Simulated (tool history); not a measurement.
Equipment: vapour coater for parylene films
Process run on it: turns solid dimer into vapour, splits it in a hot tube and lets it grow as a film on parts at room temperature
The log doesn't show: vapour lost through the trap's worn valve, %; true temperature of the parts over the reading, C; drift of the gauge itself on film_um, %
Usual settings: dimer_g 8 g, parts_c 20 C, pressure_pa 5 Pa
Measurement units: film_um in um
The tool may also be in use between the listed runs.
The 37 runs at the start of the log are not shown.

run     day  dimer_g  parts_c  pressure_pa  hours of work since the trap's valve was overhauled  hours of work since the table's thermometer was calibrated  film_um
 38  20.729       10       22         7.45                                                  189                                                         421     3.71
 39  21.421       10       22         7.45                                                  196                                                         429     3.71
 40  21.912       10       26         3.31                                                  202                                                         434      3.6
 41  22.246       10       30         3.31                                                  205                                                         438     2.96
 42  22.962       14       26        11.45                                                  213                                                         446      3.9
 43  23.308       13       23         3.35                                                  217                                                         449     5.38
 44  23.758       13       23         3.35                                                  222                                                         454     5.39
 45  24.221       13       23         3.35                                                  227                                                         460     5.37
 46  24.662        4       23         9.39                                                  232                                                         464     1.34
 47  25.038        8       14            5                                                  236                                                         468     4.72

Below are 5 alternative next runs, each starting from the tool's condition after run 47. Predict each:
  A  25.558        4       20          2.6                                                  242                                                         474        ?
  B  25.558        8       20         6.87                                                  242                                                         474        ?
  C  25.558        6       13         4.09                                                  242                                                         474        ?
  D  25.558        4       24        11.74                                                  242                                                         474        ?
  E  25.558        8       19         9.03                                                  242                                                         474        ?

run  film_um
  A     2.01
  B     3.31
  C     3.85
  D     1.22
  E     3.29
What these runs would have given with no unlogged condition in the tool:
run  film_um
  A     2.01
  B     3.32
  C     3.86
  D     1.22
  E     3.29
